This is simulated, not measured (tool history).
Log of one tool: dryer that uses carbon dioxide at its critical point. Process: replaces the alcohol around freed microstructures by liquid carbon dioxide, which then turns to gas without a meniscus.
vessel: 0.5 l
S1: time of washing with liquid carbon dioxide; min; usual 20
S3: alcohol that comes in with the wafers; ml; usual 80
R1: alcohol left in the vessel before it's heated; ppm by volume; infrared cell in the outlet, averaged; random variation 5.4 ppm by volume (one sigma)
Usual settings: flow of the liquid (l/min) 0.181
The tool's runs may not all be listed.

{"run": 1, "hour": 0.0, "S1": 20, "flow of the liquid (l/min)": 0.181, "S3": 80, "R1": 373}
{"run": 2, "hour": 23.2, "S1": 20, "flow of the liquid (l/min)": 0.181, "S3": 80, "R1": 400}
{"run": 3, "hour": 41.7, "S1": 20, "flow of the liquid (l/min)": 0.181, "S3": 80, "R1": 409}
{"run": 4, "hour": 71.9, "S1": 20, "flow of the liquid (l/min)": 0.181, "S3": 71, "R1": 395}
{"run": 5, "hour": 102.4, "S1": 20, "flow of the liquid (l/min)": 0.181, "S3": 71, "R1": 419}
{"run": 6, "hour": 127.2, "S1": 20, "flow of the liquid (l/min)": 0.181, "S3": 71, "R1": 427}
{"run": 7, "hour": 157.6, "S1": 20, "flow of the liquid (l/min)": 0.181, "S3": 71, "R1": 423}
{"run": 8, "hour": 175.3, "S1": 20, "flow of the liquid (l/min)": 0.181, "S3": 71, "R1": 439}
{"run": 9, "hour": 207.3, "S1": 20, "flow of the liquid (l/min)": 0.181, "S3": 71, "R1": 456}
{"run": 10, "hour": 224.3, "S1": 20, "flow of the liquid (l/min)": 0.117, "S3": 71, "R1": 2937}
{"run": 11, "hour": 242.8, "S1": 20, "flow of the liquid (l/min)": 0.117, "S3": 71, "R1": 3005}
{"hour": 268.4, "done": "inlet filter changed"}
{"run": 12, "hour": 268.4, "S1": 20, "flow of the liquid (l/min)": 0.117, "S3": 46, "R1": 1102}
{"run": 13, "hour": 293.3, "S1": 20, "flow of the liquid (l/min)": 0.117, "S3": 46, "R1": 1111}
{"run": 14, "hour": 307.9, "S1": 20, "flow of the liquid (l/min)": 0.117, "S3": 46, "R1": 1182}
{"run": 15, "hour": 339.2, "S1": 20, "flow of the liquid (l/min)": 0.117, "S3": 46, "R1": 1167}
{"run": 16, "hour": 361.4, "S1": 20, "flow of the liquid (l/min)": 0.181, "S3": 103, "R1": 342}
{"run": 17, "hour": 391.2, "S1": 20, "flow of the liquid (l/min)": 0.181, "S3": 103, "R1": 366}
{"run": 18, "hour": 412.7, "S1": 20, "flow of the liquid (l/min)": 0.181, "S3": 80, "R1": 326}
{"run": 19, "hour": 445.4, "S1": 20, "flow of the liquid (l/min)": 0.181, "S3": 80, "R1": 346}
{"run": 20, "hour": 468.9, "S1": 20, "flow of the liquid (l/min)": 0.181, "S3": 80, "R1": 359}
{"run": 21, "hour": 488.4, "S1": 19, "flow of the liquid (l/min)": 0.181, "S3": 80, "R1": 443}
{"run": 22, "hour": 510.9, "S1": 20, "flow of the liquid (l/min)": 0.181, "S3": 80, "R1": 344}
{"run": 23, "hour": 537.2, "S1": 20, "flow of the liquid (l/min)": 0.112, "S3": 67, "R1": 2278}
{"run": 24, "hour": 558.8, "S1": 16, "flow of the liquid (l/min)": 0.243, "S3": 89, "R1": 322}
{"run": 25, "hour": 583.1, "S1": 16, "flow of the liquid (l/min)": 0.243, "S3": 89, "R1": 326}
{"run": 26, "hour": 606.3, "S1": 21, "flow of the liquid (l/min)": 0.243, "S3": 89, "R1": 198}
{"run": 27, "hour": 636.5, "S1": 21, "flow of the liquid (l/min)": 0.243, "S3": 89, "R1": 204}
{"run": 28, "hour": 652.0, "S1": 13, "flow of the liquid (l/min)": 0.243, "S3": 89, "R1": 792}
{"run": 29, "hour": 684.7, "S1": 13, "flow of the liquid (l/min)": 0.243, "S3": 89, "R1": 809}
{"run": 30, "hour": 712.1, "S1": 13, "flow of the liquid (l/min)": 0.231, "S3": 41, "R1": 569}
{"run": 31, "hour": 729.0, "S1": 13, "flow of the liquid (l/min)": 0.154, "S3": 80, "R1": 4816}
{"run": 32, "hour": 748.5, "S1": 13, "flow of the liquid (l/min)": 0.154, "S3": 80, "R1": 4800}
{"run": 33, "hour": 770.5, "S1": 13, "flow of the liquid (l/min)": 0.154, "S3": 80, "R1": 4824}
{"run": 34, "hour": 791.7, "S1": 13, "flow of the liquid (l/min)": 0.154, "S3": 80, "R1": 4956}
{"run": 35, "hour": 812.4, "S1": 13, "flow of the liquid (l/min)": 0.154, "S3": 80, "R1": 5026}
{"run": 36, "hour": 837.6, "S1": 13, "flow of the liquid (l/min)": 0.124, "S3": 48, "R1": 6012}
{"run": 37, "hour": 861.8, "S1": 13, "flow of the liquid (l/min)": 0.124, "S3": 48, "R1": 6038}
{"run": 38, "hour": 890.0, "S1": 20, "flow of the liquid (l/min)": 0.117, "S3": 48, "R1": 1910}
{"run": 39, "hour": 913.7, "S1": 24, "flow of the liquid (l/min)": 0.181, "S3": 80, "R1": 321}
{"run": 40, "hour": 941.9, "S1": 28, "flow of the liquid (l/min)": 0.181, "S3": 75, "R1": 249}
{"run": 41, "hour": 956.7, "S1": 28, "flow of the liquid (l/min)": 0.248, "S3": 75, "R1": 217}
{"run": 42, "hour": 971.4, "S1": 28, "flow of the liquid (l/min)": 0.248, "S3": 75, "R1": 222}
{"run": 43, "hour": 994.2, "S1": 30, "flow of the liquid (l/min)": 0.181, "S3": 80, "R1": 243}
{"run": 44, "hour": 1020.7, "S1": 30, "flow of the liquid (l/min)": 0.181, "S3": 80, "R1": 246}

5 ways to go on from here, each from the tool as it stands after run 44. What would each give?
{"hour": 1028.9, "done": "inlet filter changed"}
{"run": "A", "hour": 1051.1, "S1": 14, "flow of the liquid (l/min)": 0.139, "S3": 80, "R1": "?"}
{"hour": 1028.9, "done": "inlet filter changed"}
{"run": "B", "hour": 1051.1, "S1": 30, "flow of the liquid (l/min)": 0.164, "S3": 61, "R1": "?"}
{"hour": 1028.9, "done": "inlet filter changed"}
{"run": "C", "hour": 1051.1, "S1": 29, "flow of the liquid (l/min)": 0.181, "S3": 101, "R1": "?"}
{"hour": 1028.9, "done": "inlet filter changed"}
{"run": "D", "hour": 1051.1, "S1": 16, "flow of the liquid (l/min)": 0.114, "S3": 24, "R1": "?"}
{"hour": 1028.9, "done": "inlet filter changed"}
{"run": "E", "hour": 1051.1, "S1": 13, "flow of the liquid (l/min)": 0.144, "S3": 49, "R1": "?"}

run=A R1=3817
run=B R1=242
run=C R1=249
run=D R1=1590
run=E R1=2829
Without the tool's hidden state the same runs would have given:
run=A R1=3485
run=B R1=16
run=C R1=22
run=D R1=1330
run=E R1=2526

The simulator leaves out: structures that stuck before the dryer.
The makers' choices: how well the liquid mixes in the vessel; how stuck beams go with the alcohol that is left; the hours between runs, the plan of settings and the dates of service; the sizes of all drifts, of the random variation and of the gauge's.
